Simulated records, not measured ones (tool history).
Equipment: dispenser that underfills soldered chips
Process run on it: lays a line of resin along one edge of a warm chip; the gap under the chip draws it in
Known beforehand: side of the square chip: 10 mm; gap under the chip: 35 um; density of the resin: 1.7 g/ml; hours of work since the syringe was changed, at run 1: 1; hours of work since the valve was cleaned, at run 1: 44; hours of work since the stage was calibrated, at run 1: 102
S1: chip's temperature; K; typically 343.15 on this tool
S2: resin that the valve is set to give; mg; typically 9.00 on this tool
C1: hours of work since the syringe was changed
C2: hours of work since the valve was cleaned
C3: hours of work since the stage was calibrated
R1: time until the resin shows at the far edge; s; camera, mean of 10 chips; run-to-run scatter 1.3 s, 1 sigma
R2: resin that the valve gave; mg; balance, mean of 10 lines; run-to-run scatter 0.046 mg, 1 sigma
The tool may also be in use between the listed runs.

Run 1, hour 0.0: usual settings; C1 1; C2 44; C3 102. Result: R1 133.2 s, R2 8.82 mg.
Run 2, hour 3.9: usual settings; C1 4; C2 47; C3 105. Result: R1 147.4 s, R2 8.83 mg.
At hour 6.8: new syringe of resin.
Run 3, hour 9.7: usual settings; C1 2; C2 50; C3 108. Result: R1 138.9 s, R2 8.82 mg.
Run 4, hour 13.7: usual settings; C1 5; C2 53; C3 111. Result: R1 152.8 s, R2 8.84 mg.
At hour 14.9: new syringe of resin.
Run 5, hour 19.8: usual settings; C1 3; C2 57; C3 115. Result: R1 140.5 s, R2 8.83 mg.
At hour 23.1: new syringe of resin.
Run 6, hour 25.3: usual settings; C1 1; C2 60; C3 118. Result: R1 136.4 s, R2 8.77 mg.
Run 7, hour 29.8: usual settings but S2 8.77 mg; C1 5; C2 63; C3 122. Result: R1 149.5 s, R2 8.49 mg.
At hour 31.4: new syringe of resin.
Run 8, hour 33.5: usual settings but S2 8.77 mg; C1 1; C2 66; C3 124. Result: R1 137.0 s, R2 8.56 mg.
Run 9, hour 38.9: usual settings but S1 351.15 K; C1 5; C2 69; C3 127. Result: R1 115.7 s, R2 8.68 mg.
At hour 39.4: new syringe of resin.
Run 10, hour 43.4: usual settings; C1 3; C2 72; C3 130. Result: R1 139.0 s, R2 8.71 mg.
At hour 47.8: new syringe of resin.
Run 11, hour 48.4: usual settings; C1 0; C2 75; C3 133. Result: R1 133.1 s, R2 8.72 mg.
Run 12, hour 53.8: usual settings but S1 328.15 K; C1 4; C2 79; C3 137. Result: R1 261.2 s, R2 8.73 mg.
At hour 56.1: new syringe of resin.
Run 13, hour 58.2: usual settings but S1 328.15 K; C1 1; C2 82; C3 140. Result: R1 236.6 s, R2 8.68 mg.
Run 14, hour 62.3: usual settings but S2 7.60 mg; C1 4; C2 85; C3 143. Result: R1 156.9 s, R2 7.41 mg.
At hour 64.6: new syringe of resin.
Run 15, hour 68.0: usual settings but S2 7.60 mg; C1 2; C2 88; C3 146. Result: R1 146.6 s, R2 7.30 mg.
At hour 72.8: new syringe of resin.
Run 16, hour 74.8: usual settings but S2 7.60 mg; C1 1; C2 93; C3 151. Result: R1 140.4 s, R2 7.23 mg.
At hour 80.9: new syringe of resin.
Run 17, hour 81.4: usual settings; C1 0; C2 97; C3 155. Result: R1 128.5 s, R2 8.61 mg.
Run 18, hour 87.2: usual settings; C1 4; C2 101; C3 159. Result: R1 146.1 s, R2 8.58 mg.
At hour 88.9: new syringe of resin.
Run 19, hour 94.0: usual settings but S1 331.15 K, S2 11.66 mg; C1 3; C2 105; C3 163. Result: R1 216.5 s, R2 11.21 mg.
At hour 97.1: new syringe of resin.
Run 20, hour 100.1: usual settings but S1 353.15 K, S2 11.05 mg; C1 2; C2 109; C3 167. Result: R1 94.3 s, R2 10.59 mg.
Run 21, hour 104.2: usual settings but S1 351.15 K, S2 8.86 mg; C1 5; C2 112; C3 170. Result: R1 114.6 s, R2 8.47 mg.
At hour 105.4: new syringe of resin.
Run 22, hour 107.3: usual settings but S1 351.15 K, S2 8.86 mg; C1 1; C2 114; C3 172. Result: R1 100.6 s, R2 8.46 mg.
Run 23, hour 110.5: usual settings but S1 347.15 K, S2 7.80 mg; C1 3; C2 116; C3 174. Result: R1 130.3 s, R2 7.42 mg.
At hour 113.6: new syringe of resin.
Run 24, hour 114.7: usual settings but S1 347.15 K, S2 7.80 mg; C1 1; C2 119; C3 177. Result: R1 118.9 s, R2 7.49 mg.
At hour 121.7: new syringe of resin.
Run 25, hour 121.7: usual settings but S1 355.15 K, S2 9.42 mg; C1 0; C2 123; C3 181. Result: R1 85.5 s, R2 8.91 mg.
Run 26, hour 125.8: usual settings but S2 8.90 mg; C1 3; C2 126; C3 184. Result: R1 140.8 s, R2 8.51 mg.
At hour 130.2: new syringe of resin.
Run 27, hour 131.4: usual settings but S1 355.15 K, S2 8.90 mg; C1 1; C2 129; C3 187. Result: R1 90.1 s, R2 8.40 mg.
Run 28, hour 134.5: usual settings but S1 338.15 K, S2 11.42 mg; C1 3; C2 131; C3 190. Result: R1 166.4 s, R2 10.74 mg.
At hour 138.3: new syringe of resin.
At hour 139.3: dispensing valve cleaned and set on the balance.
Run 29, hour 139.9: usual settings but S1 334.15 K, S2 11.47 mg; C1 0; C2 0; C3 192. Result: R1 174.4 s, R2 11.49 mg.
Run 30, hour 145.5: usual settings but S1 358.15 K, S2 9.73 mg; C1 4; C2 4; C3 196. Result: R1 87.7 s, R2 9.76 mg.
At hour 147.5: new syringe of resin.
Run 31, hour 151.2: usual settings but S1 338.15 K, S2 8.72 mg; C1 3; C2 8; C3 200. Result: R1 166.9 s, R2 8.79 mg.
At hour 155.8: new syringe of resin.
Run 32, hour 157.9: usual settings but S1 338.15 K, S2 8.72 mg; C1 1; C2 12; C3 204. Result: R1 164.1 s, R2 8.81 mg.
Run 33, hour 163.4: usual settings but S1 339.15 K, S2 9.13 mg; C1 5; C2 16; C3 208. Result: R1 174.3 s, R2 9.08 mg.
At hour 164.2: new syringe of resin.
Run 34, hour 166.6: usual settings but S1 357.15 K, S2 9.17 mg; C1 2; C2 18; C3 210. Result: R1 84.0 s, R2 9.13 mg.
At hour 172.3: new syringe of resin.
Run 35, hour 173.2: usual settings but S1 340.15 K, S2 10.22 mg; C1 1; C2 22; C3 214. Result: R1 145.5 s, R2 10.11 mg.

For some of the steps in R1 from one run to the next: how much would appear even if the tool had no hidden state, given the settings, what came in and random variation, and how much remains for the hidden state plus any gauge scatter that the measured result and the result without hidden state don't share?
Unlogged tool condition in this case: resin's viscosity, % of fresh resin's; dose that the valve gives, % of what is set; true chip temperature over the reading, C; drift of the gauge itself on fill_s, %; drift of the gauge itself on given_mg, %.
Run 11 -> 12: S1 343.15 -> 328.15. R1 +128.1 s: hidden state +29.2, all else +98.9.
Run 12 -> 13: new syringe of resin. R1 -24.6 s: hidden state -20.7, all else -3.9.
Run 19 -> 20: S1 331.15 -> 353.15, S2 11.66 -> 11.05, new syringe of resin. R1 -122.2 s: hidden state -17.0, all else -105.2.
Run 33 -> 34: S1 339.15 -> 357.15, S2 9.13 -> 9.17, new syringe of resin. R1 -90.3 s: hidden state -21.4, all else -68.9.
